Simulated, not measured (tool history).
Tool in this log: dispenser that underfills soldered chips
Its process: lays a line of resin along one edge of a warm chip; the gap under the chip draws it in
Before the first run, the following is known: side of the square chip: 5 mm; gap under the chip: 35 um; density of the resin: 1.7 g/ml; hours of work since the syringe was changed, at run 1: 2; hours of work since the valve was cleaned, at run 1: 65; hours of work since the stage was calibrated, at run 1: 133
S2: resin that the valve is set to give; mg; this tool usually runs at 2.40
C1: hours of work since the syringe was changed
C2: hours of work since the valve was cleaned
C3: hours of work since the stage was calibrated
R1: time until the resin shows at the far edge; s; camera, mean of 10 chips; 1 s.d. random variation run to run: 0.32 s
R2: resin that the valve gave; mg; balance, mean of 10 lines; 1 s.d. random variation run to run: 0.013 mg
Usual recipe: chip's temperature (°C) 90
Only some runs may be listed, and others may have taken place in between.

Run 1, hour 0.0: usual settings; C1 2; C2 65; C3 133. Result: R1 10.9 s, R2 2.30 mg.
Run 2, hour 4.3: usual settings but chip's temperature (°C) 77; C1 4; C2 67; C3 136. Result: R1 21.0 s, R2 2.27 mg.
Run 3, hour 8.5: usual settings but S2 2.77 mg; C1 7; C2 70; C3 138. Result: R1 14.5 s, R2 2.68 mg.
Run 4, hour 11.2: usual settings but S2 2.77 mg; C1 9; C2 72; C3 140. Result: R1 17.0 s, R2 2.65 mg.
At hour 14.9: new syringe of resin.
Run 5, hour 15.3: usual settings but S2 2.87 mg; C1 0; C2 74; C3 142. Result: R1 9.3 s, R2 2.74 mg.
Run 6, hour 19.8: usual settings but S2 2.87 mg; C1 3; C2 77; C3 145. Result: R1 11.1 s, R2 2.75 mg.
Run 7, hour 22.4: usual settings; C1 5; C2 79; C3 147. Result: R1 12.9 s, R2 2.26 mg.
Run 8, hour 26.6: usual settings; C1 7; C2 81; C3 150. Result: R1 14.9 s, R2 2.28 mg.
At hour 29.9: dispensing valve cleaned and set on the balance.
Run 9, hour 30.0: usual settings but chip's temperature (°C) 79; C1 9; C2 0; C3 151. Result: R1 25.5 s, R2 2.40 mg.
At hour 33.2: new syringe of resin.
Run 10, hour 35.1: usual settings but chip's temperature (°C) 92; C1 1; C2 3; C3 154. Result: R1 10.1 s, R2 2.40 mg.
Run 11, hour 37.9: usual settings but chip's temperature (°C) 92; C1 3; C2 5; C3 156. Result: R1 10.8 s, R2 2.40 mg.
Run 12, hour 40.5: usual settings but chip's temperature (°C) 92; C1 5; C2 7; C3 158. Result: R1 12.1 s, R2 2.41 mg.
Run 13, hour 43.2: usual settings but chip's temperature (°C) 92; C1 6; C2 8; C3 159. Result: R1 13.7 s, R2 2.40 mg.
Run 14, hour 48.5: usual settings; C1 10; C2 12; C3 163. Result: R1 17.1 s, R2 2.38 mg.
At hour 50.6: new syringe of resin.
Run 15, hour 52.9: usual settings; C1 1; C2 14; C3 165. Result: R1 9.9 s, R2 2.37 mg.
Run 16, hour 56.9: usual settings but chip's temperature (°C) 99; C1 4; C2 17; C3 168. Result: R1 9.0 s, R2 2.37 mg.
Run 17, hour 59.5: usual settings but chip's temperature (°C) 80; C1 6; C2 18; C3 169. Result: R1 20.2 s, R2 2.37 mg.
Run 18, hour 63.5: usual settings but chip's temperature (°C) 98; C1 8; C2 21; C3 172. Result: R1 11.8 s, R2 2.39 mg.
Run 19, hour 66.5: usual settings but chip's temperature (°C) 98, S2 3.07 mg; C1 10; C2 23; C3 174. Result: R1 12.7 s, R2 3.02 mg.
At hour 67.8: new syringe of resin.
Run 20, hour 72.0: usual settings but chip's temperature (°C) 98, S2 3.07 mg; C1 3; C2 26; C3 177. Result: R1 8.6 s, R2 3.02 mg.
Run 21, hour 75.1: usual settings but chip's temperature (°C) 99, S2 2.38 mg; C1 5; C2 28; C3 179. Result: R1 9.6 s, R2 2.35 mg.
Run 22, hour 80.4: usual settings but chip's temperature (°C) 99, S2 2.38 mg; C1 8; C2 31; C3 182. Result: R1 11.2 s, R2 2.36 mg.
At hour 84.7: new syringe of resin.
Run 23, hour 84.7: usual settings but chip's temperature (°C) 89; C1 0; C2 34; C3 185. Result: R1 9.7 s, R2 2.35 mg.
Run 24, hour 87.4: usual settings but chip's temperature (°C) 93, S2 2.29 mg; C1 2; C2 36; C3 187. Result: R1 10.3 s, R2 2.26 mg.
Run 25, hour 93.3: usual settings but chip's temperature (°C) 104, S2 2.39 mg; C1 5; C2 39; C3 190. Result: R1 8.0 s, R2 2.34 mg.
Run 26, hour 96.1: usual settings but chip's temperature (°C) 104, S2 2.39 mg; C1 7; C2 41; C3 192. Result: R1 8.9 s, R2 2.34 mg.
Run 27, hour 100.2: usual settings but chip's temperature (°C) 104, S2 2.16 mg; C1 10; C2 44; C3 195. Result: R1 11.2 s, R2 2.12 mg.
At hour 101.7: new syringe of resin.
Run 28, hour 105.8: usual settings but chip's temperature (°C) 93, S2 2.80 mg; C1 3; C2 47; C3 198. Result: R1 10.2 s, R2 2.70 mg.
Run 29, hour 109.7: usual settings but chip's temperature (°C) 93, S2 2.80 mg; C1 5; C2 49; C3 201. Result: R1 11.4 s, R2 2.74 mg.
Run 30, hour 113.7: usual settings but chip's temperature (°C) 83, S2 2.82 mg; C1 8; C2 52; C3 203. Result: R1 19.7 s, R2 2.75 mg.
Run 31, hour 117.3: usual settings but chip's temperature (°C) 81, S2 2.03 mg; C1 10; C2 54; C3 205. Result: R1 25.6 s, R2 1.99 mg.
At hour 118.9: new syringe of resin.
Run 32, hour 120.1: usual settings but chip's temperature (°C) 81, S2 2.03 mg; C1 1; C2 56; C3 207. Result: R1 14.8 s, R2 1.94 mg.
Run 33, hour 122.6: usual settings but chip's temperature (°C) 100, S2 3.03 mg; C1 2; C2 57; C3 209. Result: R1 7.4 s, R2 2.94 mg.
Run 34, hour 127.2: usual settings but S2 2.43 mg; C1 5; C2 60; C3 211. Result: R1 13.9 s, R2 2.36 mg.
Run 35, hour 131.9: usual settings but chip's temperature (°C) 91; C1 8; C2 63; C3 214. Result: R1 16.0 s, R2 2.32 mg.
Run 36, hour 134.9: usual settings but chip's temperature (°C) 91; C1 10; C2 65; C3 216. Result: R1 17.6 s, R2 2.31 mg.
At hour 136.3: new syringe of resin.
Run 37, hour 141.1: usual settings but chip's temperature (°C) 91; C1 3; C2 69; C3 220. Result: R1 10.8 s, R2 2.30 mg.

Describe how what the log doesn't record of the tool's condition differs between the last listed run preceding each entry between runs and the first listed run following it.
After run 4, before run 5: new syringe of resin (hour 14.9)
  resin's viscosity, % of fresh resin's: 173.2 -> 99.8; dose that the valve gives, % of what is set: 95.52 -> 95.35; true chip temperature over the reading, C: 1.11 -> 1.13
  difference, measured minus the result without the unlogged condition, R1: +6.8 -> -0.4 s; R2: -0.12 -> -0.13 mg
After run 8, before run 9: dispensing valve cleaned and set on the balance (hour 29.9)
  resin's viscosity, % of fresh resin's: 156.7 -> 172.8; dose that the valve gives, % of what is set: 94.9 -> 100.19; true chip temperature over the reading, C: 1.18 -> 1.19
  difference, measured minus the result without the unlogged condition, R1: +5.1 -> +10.0 s; R2: -0.12 -> +0.01 mg
After run 9, before run 10: new syringe of resin (hour 33.2)
  resin's viscosity, % of fresh resin's: 172.8 -> 108.8; dose that the valve gives, % of what is set: 100.19 -> 100; true chip temperature over the reading, C: 1.19 -> 1.21
  difference, measured minus the result without the unlogged condition, R1: +10.0 -> +0.4 s; R2: +0.01 -> +0.00 mg
After run 14, before run 15: new syringe of resin (hour 50.6)
  resin's viscosity, % of fresh resin's: 186.3 -> 108.1; dose that the valve gives, % of what is set: 99.49 -> 99.31; true chip temperature over the reading, C: 1.27 -> 1.29
  difference, measured minus the result without the unlogged condition, R1: +7.7 -> +0.3 s; R2: -0.02 -> -0.02 mg
After run 19, before run 20: new syringe of resin (hour 67.8)
  resin's viscosity, % of fresh resin's: 186.5 -> 118.5; dose that the valve gives, % of what is set: 98.8 -> 98.59; true chip temperature over the reading, C: 1.35 -> 1.37
  difference, measured minus the result without the unlogged condition, R1: +5.6 -> +1.0 s; R2: -0.04 -> -0.05 mg
After run 22, before run 23: new syringe of resin (hour 84.7)
  resin's viscosity, % of fresh resin's: 165.8 -> 99.2; dose that the valve gives, % of what is set: 98.26 -> 98.12; true chip temperature over the reading, C: 1.4 -> 1.42
  difference, measured minus the result without the unlogged condition, R1: +4.2 -> -0.6 s; R2: -0.04 -> -0.04 mg
After run 27, before run 28: new syringe of resin (hour 101.7)
  resin's viscosity, % of fresh resin's: 184.4 -> 116.7; dose that the valve gives, % of what is set: 97.49 -> 97.28; true chip temperature over the reading, C: 1.49 -> 1.52
  difference, measured minus the result without the unlogged condition, R1: +4.7 -> +0.9 s; R2: -0.05 -> -0.07 mg
After run 31, before run 32: new syringe of resin (hour 118.9)
  resin's viscosity, % of fresh resin's: 184.8 -> 105.1; dose that the valve gives, % of what is set: 96.81 -> 96.71; true chip temperature over the reading, C: 1.57 -> 1.58
  difference, measured minus the result without the unlogged condition, R1: +11.1 -> -0.1 s; R2: -0.06 -> -0.07 mg
After run 36, before run 37: new syringe of resin (hour 136.3)
  resin's viscosity, % of fresh resin's: 189.8 -> 120.8; dose that the valve gives, % of what is set: 96.13 -> 95.88; true chip temperature over the reading, C: 1.64 -> 1.67
  difference, measured minus the result without the unlogged condition, R1: +7.7 -> +1.4 s; R2: -0.09 -> -0.10 mg
